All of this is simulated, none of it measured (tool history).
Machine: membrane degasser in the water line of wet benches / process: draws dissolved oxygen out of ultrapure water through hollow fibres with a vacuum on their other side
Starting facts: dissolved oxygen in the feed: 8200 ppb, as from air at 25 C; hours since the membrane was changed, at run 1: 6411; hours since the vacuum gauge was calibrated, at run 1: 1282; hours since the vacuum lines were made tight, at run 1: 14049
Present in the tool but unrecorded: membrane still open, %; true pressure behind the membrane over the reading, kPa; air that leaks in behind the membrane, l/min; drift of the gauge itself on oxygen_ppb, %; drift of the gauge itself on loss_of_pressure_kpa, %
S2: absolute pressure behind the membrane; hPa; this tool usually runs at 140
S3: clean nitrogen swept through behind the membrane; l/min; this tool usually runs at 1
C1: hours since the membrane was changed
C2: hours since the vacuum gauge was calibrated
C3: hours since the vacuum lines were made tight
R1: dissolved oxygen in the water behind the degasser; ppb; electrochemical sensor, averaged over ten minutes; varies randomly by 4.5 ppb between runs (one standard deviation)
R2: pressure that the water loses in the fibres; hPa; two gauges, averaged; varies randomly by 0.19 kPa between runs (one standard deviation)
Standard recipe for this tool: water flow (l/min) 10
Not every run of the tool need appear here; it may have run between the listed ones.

run 1 hour=0 | water_flow_(l/min)=10 S2=140 S3=1 | C1=6411 C2=1282 C3=14049 | R1=474.5 R2=412.5
run 2 hour=111.3 | water_flow_(l/min)=10 S2=140 S3=1 | C1=6522 C2=1394 C3=14160 | R1=481.1 R2=409.9
run 3 hour=210 | water_flow_(l/min)=10 S2=140 S3=1 | C1=6621 C2=1492 C3=14259 | R1=484.6 R2=413.6
run 4 hour=341.7 | water_flow_(l/min)=10 S2=152 S3=1 | C1=6752 C2=1624 C3=14391 | R1=504.6 R2=412.1
run 5 hour=488.8 | water_flow_(l/min)=10 S2=152 S3=1 | C1=6899 C2=1771 C3=14538 | R1=523 R2=411.8
run 6 hour=615 | water_flow_(l/min)=10 S2=140 S3=1 | C1=7026 C2=1897 C3=14664 | R1=482.4 R2=411.8
run 7 hour=777.9 | water_flow_(l/min)=12 S2=140 S3=1 | C1=7188 C2=2060 C3=14827 | R1=601.3 R2=493.7
run 8 hour=919.9 | water_flow_(l/min)=12 S2=140 S3=1 | C1=7330 C2=2202 C3=14969 | R1=599.4 R2=495.5
run 9 hour=1013.8 | water_flow_(l/min)=10 S2=114 S3=1 | C1=7424 C2=2296 C3=15063 | R1=432 R2=413
run 10 hour=1105 | water_flow_(l/min)=10 S2=114 S3=1 | C1=7515 C2=2387 C3=15154 | R1=433.3 R2=413.8
run 11 hour=1218 | water_flow_(l/min)=10 S2=140 S3=1 | C1=7629 C2=2500 C3=15267 | R1=491.9 R2=414.5
run 12 hour=1310.5 | water_flow_(l/min)=10 S2=140 S3=1 | C1=7721 C2=2593 C3=15360 | R1=496.1 R2=410.9
run 13 hour=1409.8 | water_flow_(l/min)=8 S2=140 S3=1 | C1=7820 C2=2692 C3=15459 | R1=375 R2=327.4
run 14 hour=1592.9 | water_flow_(l/min)=8 S2=140 S3=1.53 | C1=8003 C2=2875 C3=15642 | R1=304.9 R2=332
run 15 hour=1764.5 | water_flow_(l/min)=8 S2=140 S3=1.53 | C1=8175 C2=3047 C3=15814 | R1=311.4 R2=331.1
-- hour=1775.3 vacuum gauge calibrated
run 16 hour=1845.5 | water_flow_(l/min)=10 S2=140 S3=1 | C1=8256 C2=70 C3=15894 | R1=502.9 R2=415.2
run 17 hour=1948.8 | water_flow_(l/min)=10 S2=140 S3=1.1 | C1=8359 C2=174 C3=15997 | R1=469.1 R2=414.8
run 18 hour=2089.8 | water_flow_(l/min)=10 S2=140 S3=1.1 | C1=8500 C2=315 C3=16138 | R1=471.1 R2=417.2
run 19 hour=2237.9 | water_flow_(l/min)=8 S2=95 S3=0.87 | C1=8648 C2=463 C3=16286 | R1=308.1 R2=331.4
run 20 hour=2358.7 | water_flow_(l/min)=10 S2=89 S3=0.53 | C1=8769 C2=583 C3=16407 | R1=481.4 R2=411.6
run 21 hour=2491.6 | water_flow_(l/min)=10 S2=152 S3=0.53 | C1=8902 C2=716 C3=16540 | R1=729.4 R2=416.3
-- hour=2543.7 vacuum gauge calibrated, once more
run 22 hour=2638.4 | water_flow_(l/min)=12 S2=171 S3=1 | C1=9048 C2=95 C3=16686 | R1=683.3 R2=496
run 23 hour=2740.8 | water_flow_(l/min)=14 S2=281 S3=1.44 | C1=9150 C2=197 C3=16789 | R1=912.5 R2=578.6
run 24 hour=2894.1 | water_flow_(l/min)=14 S2=281 S3=1.44 | C1=9304 C2=350 C3=16942 | R1=914.4 R2=587.1
run 25 hour=2972.1 | water_flow_(l/min)=10 S2=125 S3=1.06 | C1=9382 C2=428 C3=17020 | R1=452.4 R2=414.6
-- hour=3111.4 seals of the vacuum lines changed
run 26 hour=3114.4 | water_flow_(l/min)=10 S2=125 S3=1.06 | C1=9522 C2=569 C3=3 | R1=437.6 R2=418.1
run 27 hour=3289.4 | water_flow_(l/min)=10 S2=140 S3=0.57 | C1=9697 C2=744 C3=178 | R1=638.8 R2=417.8
run 28 hour=3405.8 | water_flow_(l/min)=10 S2=140 S3=0.57 | C1=9813 C2=860 C3=294 | R1=641.1 R2=418.5
run 29 hour=3526.9 | water_flow_(l/min)=10 S2=121 S3=0.86 | C1=9934 C2=981 C3=415 | R1=467.5 R2=416.6
run 30 hour=3631.2 | water_flow_(l/min)=10 S2=121 S3=0.86 | C1=10039 C2=1085 C3=520 | R1=479.7 R2=416.9
run 31 hour=3710.3 | water_flow_(l/min)=12 S2=121 S3=0.86 | C1=10118 C2=1165 C3=599 | R1=595.4 R2=499.8
run 32 hour=3880.9 | water_flow_(l/min)=10 S2=137 S3=0.53 | C1=10288 C2=1335 C3=769 | R1=648.3 R2=419.3
run 33 hour=4033.2 | water_flow_(l/min)=10 S2=137 S3=0.53 | C1=10441 C2=1487 C3=922 | R1=659.4 R2=417

What if the next run were any one of these 3? Each begins from the tool's condition after run 33:
run A hour=4169.2 | water_flow_(l/min)=8 S2=140 S3=1.1 | C1=10577 C2=1623 C3=1058 | R1=? R2=?
run B hour=4169.2 | water_flow_(l/min)=8 S2=101 S3=0.53 | C1=10577 C2=1623 C3=1058 | R1=? R2=?
run C hour=4169.2 | water_flow_(l/min)=15 S2=186 S3=0.68 | C1=10577 C2=1623 C3=1058 | R1=? R2=?

run=A R1=355.3 R2=334.8
run=B R1=400.9 R2=337.6
run=C R1=1091.9 R2=629
What these runs would have given with no unlogged condition in the tool:
run=A R1=322.6 R2=317.7
run=B R1=368.4 R2=320.5
run=C R1=1033.5 R2=596.9

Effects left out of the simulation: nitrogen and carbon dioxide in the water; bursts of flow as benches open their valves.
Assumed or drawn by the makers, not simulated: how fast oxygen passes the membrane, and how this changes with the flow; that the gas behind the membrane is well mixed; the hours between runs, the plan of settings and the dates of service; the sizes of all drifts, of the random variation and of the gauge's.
